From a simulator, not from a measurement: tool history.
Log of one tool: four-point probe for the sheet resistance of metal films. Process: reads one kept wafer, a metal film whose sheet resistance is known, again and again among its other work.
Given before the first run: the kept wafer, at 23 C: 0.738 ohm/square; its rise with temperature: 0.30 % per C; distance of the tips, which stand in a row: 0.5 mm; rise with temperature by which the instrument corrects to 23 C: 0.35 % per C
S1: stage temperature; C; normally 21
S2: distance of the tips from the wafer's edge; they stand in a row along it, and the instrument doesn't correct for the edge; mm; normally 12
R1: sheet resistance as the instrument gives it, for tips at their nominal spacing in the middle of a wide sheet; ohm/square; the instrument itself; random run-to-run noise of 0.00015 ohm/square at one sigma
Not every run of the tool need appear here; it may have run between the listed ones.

{"run": 1, "day": 0.0, "S1": 21, "S2": 12, "R1": 0.735737}
{"run": 2, "day": 4.375, "S1": 21, "S2": 12, "R1": 0.735478}
{"run": 3, "day": 7.667, "S1": 21, "S2": 12, "R1": 0.7354}
{"run": 4, "day": 10.983, "S1": 21, "S2": 12, "R1": 0.734969}
{"run": 5, "day": 14.704, "S1": 21, "S2": 12, "R1": 0.734975}
{"run": 6, "day": 18.65, "S1": 21, "S2": 12, "R1": 0.734531}
{"run": 7, "day": 21.362, "S1": 21, "S2": 12, "R1": 0.736789}
{"run": 8, "day": 25.317, "S1": 21, "S2": 12, "R1": 0.736526}
{"run": 9, "day": 27.562, "S1": 21, "S2": 7, "R1": 0.737664}
{"run": 10, "day": 29.817, "S1": 21, "S2": 7, "R1": 0.737607}
{"run": 11, "day": 33.546, "S1": 21, "S2": 12, "R1": 0.735855}
{"run": 12, "day": 38.05, "S1": 21, "S2": 12, "R1": 0.735607}
{"run": 13, "day": 43.321, "S1": 21, "S2": 12, "R1": 0.735338}
{"run": 14, "day": 46.825, "S1": 21, "S2": 12, "R1": 0.735118}
{"run": 15, "day": 49.85, "S1": 21, "S2": 40, "R1": 0.734567}
{"run": 16, "day": 52.804, "S1": 21, "S2": 40, "R1": 0.733897}
{"run": 17, "day": 56.862, "S1": 21, "S2": 40, "R1": 0.73398}
{"run": 18, "day": 59.192, "S1": 21, "S2": 40, "R1": 0.73379}
{"run": 19, "day": 64.383, "S1": 21, "S2": 12, "R1": 0.734029}
{"run": 20, "day": 67.279, "S1": 21, "S2": 12, "R1": 0.7343}
{"run": 21, "day": 72.421, "S1": 21, "S2": 12, "R1": 0.733678}
{"run": 22, "day": 74.933, "S1": 21, "S2": 12, "R1": 0.733433}
{"run": 23, "day": 80.279, "S1": 23, "S2": 7, "R1": 0.734069}
{"run": 24, "day": 82.883, "S1": 23, "S2": 7, "R1": 0.733717}
{"run": 25, "day": 86.033, "S1": 24, "S2": 38, "R1": 0.731409}
{"run": 26, "day": 90.958, "S1": 24, "S2": 38, "R1": 0.730826}
{"run": 27, "day": 95.238, "S1": 34, "S2": 52, "R1": 0.727406}
{"run": 28, "day": 98.208, "S1": 20, "S2": 36, "R1": 0.731703}
{"run": 29, "day": 100.483, "S1": 19, "S2": 41, "R1": 0.731876}
{"run": 30, "day": 104.954, "S1": 29, "S2": 32, "R1": 0.72863}
{"run": 31, "day": 107.792, "S1": 29, "S2": 32, "R1": 0.72827}
{"run": 32, "day": 110.538, "S1": 21, "S2": 18, "R1": 0.731015}
{"run": 33, "day": 113.262, "S1": 21, "S2": 18, "R1": 0.731164}
{"run": 34, "day": 116.542, "S1": 30, "S2": 54, "R1": 0.727312}
{"run": 35, "day": 121.317, "S1": 31, "S2": 40, "R1": 0.727011}
{"run": 36, "day": 125.688, "S1": 35, "S2": 13, "R1": 0.726317}
{"run": 37, "day": 128.492, "S1": 30, "S2": 4, "R1": 0.732688}
{"run": 38, "day": 131.079, "S1": 20, "S2": 6, "R1": 0.732672}
{"run": 39, "day": 136.088, "S1": 20, "S2": 6, "R1": 0.732515}
{"run": 40, "day": 140.079, "S1": 29, "S2": 42, "R1": 0.726356}
{"run": 41, "day": 142.304, "S1": 29, "S2": 42, "R1": 0.726339}
{"run": 42, "day": 144.904, "S1": 29, "S2": 42, "R1": 0.726013}
{"run": 43, "day": 148.229, "S1": 29, "S2": 42, "R1": 0.725923}
{"run": 44, "day": 152.279, "S1": 25, "S2": 13, "R1": 0.727527}

Removed from this log: 1 entry logged between the listed runs. Between which two listed runs does each belong, and how does the tool's hidden state at the listed run before it compare with that at the listed run after it?
In the gap between runs 6 and 7: new probe head fitted (day 20.754)
  inner tips' distance over the nominal, %: -0.475 -> -0.228; tips' flats over new ones', %: 132 -> 1; wafer's true temperature over the reading, C: -0.42 -> -0.43
  the result without the hidden state subtracted from the measured one, R1: -0.004729 -> -0.002779 ohm/square
